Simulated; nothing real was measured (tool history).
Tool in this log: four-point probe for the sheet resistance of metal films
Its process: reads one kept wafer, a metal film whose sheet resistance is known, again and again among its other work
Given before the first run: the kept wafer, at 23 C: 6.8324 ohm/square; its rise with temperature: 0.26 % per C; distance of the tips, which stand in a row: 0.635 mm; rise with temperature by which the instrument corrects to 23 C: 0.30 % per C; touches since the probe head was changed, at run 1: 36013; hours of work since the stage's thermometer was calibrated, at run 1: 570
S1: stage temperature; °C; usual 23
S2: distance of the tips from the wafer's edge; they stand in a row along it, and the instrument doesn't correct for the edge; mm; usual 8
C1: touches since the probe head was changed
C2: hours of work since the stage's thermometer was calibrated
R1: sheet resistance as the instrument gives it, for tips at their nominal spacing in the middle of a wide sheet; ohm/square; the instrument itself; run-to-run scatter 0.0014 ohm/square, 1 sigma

{"run": 1, "hour": 0.0, "S1": 23, "S2": 8, "C1": 36013, "C2": 570, "R1": 6.828538}
{"run": 2, "hour": 51.1, "S1": 23, "S2": 8, "C1": 37891, "C2": 602, "R1": 6.826662}
{"run": 3, "hour": 80.2, "S1": 23, "S2": 8, "C1": 38957, "C2": 621, "R1": 6.824182}
{"run": 4, "hour": 116.8, "S1": 23, "S2": 7, "C1": 40303, "C2": 644, "R1": 6.829092}
{"run": 5, "hour": 153.7, "S1": 23, "S2": 7, "C1": 41657, "C2": 667, "R1": 6.828966}
{"run": 6, "hour": 179.5, "S1": 32, "S2": 7, "C1": 42605, "C2": 684, "R1": 6.800478}
{"run": 7, "hour": 204.8, "S1": 23, "S2": 44, "C1": 43534, "C2": 700, "R1": 6.796026}
{"run": 8, "hour": 235.3, "S1": 34, "S2": 8, "C1": 44654, "C2": 719, "R1": 6.786157}

For run 9, what comes out?
{"run": 9, "hour": 268.7, "S1": 27, "S2": 11, "C1": 45882, "C2": 740, "R1": "?"}

Run 9 measured R1 6.792677 ohm/square.
Had the tool carried no hidden state, the very same run would have given R1 6.832695 ohm/square.
